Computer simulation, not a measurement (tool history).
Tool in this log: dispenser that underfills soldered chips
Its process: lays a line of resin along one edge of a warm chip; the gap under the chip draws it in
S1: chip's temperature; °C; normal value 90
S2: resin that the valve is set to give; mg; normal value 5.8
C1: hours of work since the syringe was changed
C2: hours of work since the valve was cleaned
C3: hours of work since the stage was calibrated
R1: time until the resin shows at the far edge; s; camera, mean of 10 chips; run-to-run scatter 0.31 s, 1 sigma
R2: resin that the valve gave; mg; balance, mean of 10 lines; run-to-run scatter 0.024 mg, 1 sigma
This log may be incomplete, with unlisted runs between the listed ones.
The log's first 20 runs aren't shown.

run	hour	S1	S2	C1	C2	C3	R1	R2
# hour 174.7: new syringe of resin
21	183.9	101	7.4	6	32	337	6.8	7.19
# hour 187.6: new syringe of resin
22	195.6	90	7.28	5	39	345	9.4	7.01
# hour 200: new syringe of resin
23	206.1	90	7.28	4	46	351	9.3	7.03
# hour 212.8: new syringe of resin
24	216.7	81	7.43	3	52	358	11.2	7.13
25	224	90	5.13	7	57	362	12.3	4.9
# hour 226: new syringe of resin
26	234.4	94	6.51	5	63	369	8.5	6.18
# hour 239: new syringe of resin
27	243.6	94	6.51	3	69	375	6.4	6.15
28	248.7	94	6.51	6	72	378	9	6.15
# hour 251.8: new syringe of resin
29	256.1	94	6.51	3	77	382	7	6.1
30	262.4	94	6.51	7	81	386	9.6	6.09
# hour 264.7: new syringe of resin
31	269.5	77	7.28	3	85	391	15.2	6.79
32	276.1	77	7.28	7	89	395	20.9	6.78
# hour 277.5: new syringe of resin
33	282.4	84	5.04	3	93	399	11.6	4.69
# hour 290.5: new syringe of resin
34	292.6	84	5.04	1	100	405	9.9	4.68
# hour 302.5: dispensing valve cleaned and set on the balance
35	302.5	84	5.04	7	0	411	15.4	5.03
# hour 304.4: new syringe of resin
36	309.7	92	5.8	3	4	415	7.5	5.78

Consider 3 possible next runs. They are alternatives, not a sequence: every one starts from the tool as it was left by run 36. What does each give?
A	314.9	101	5.8	7	8	419	?	?
B	314.9	86	5.65	7	8	419	?	?
C	314.9	98	5.47	7	8	419	?	?

run	R1	R2
A	7.5	5.76
B	14.2	5.62
C	7.9	5.45
Without the tool's hidden state the same runs would have given:
run	R1	R2
A	4.8	5.79
B	9.2	5.64
C	4.9	5.47
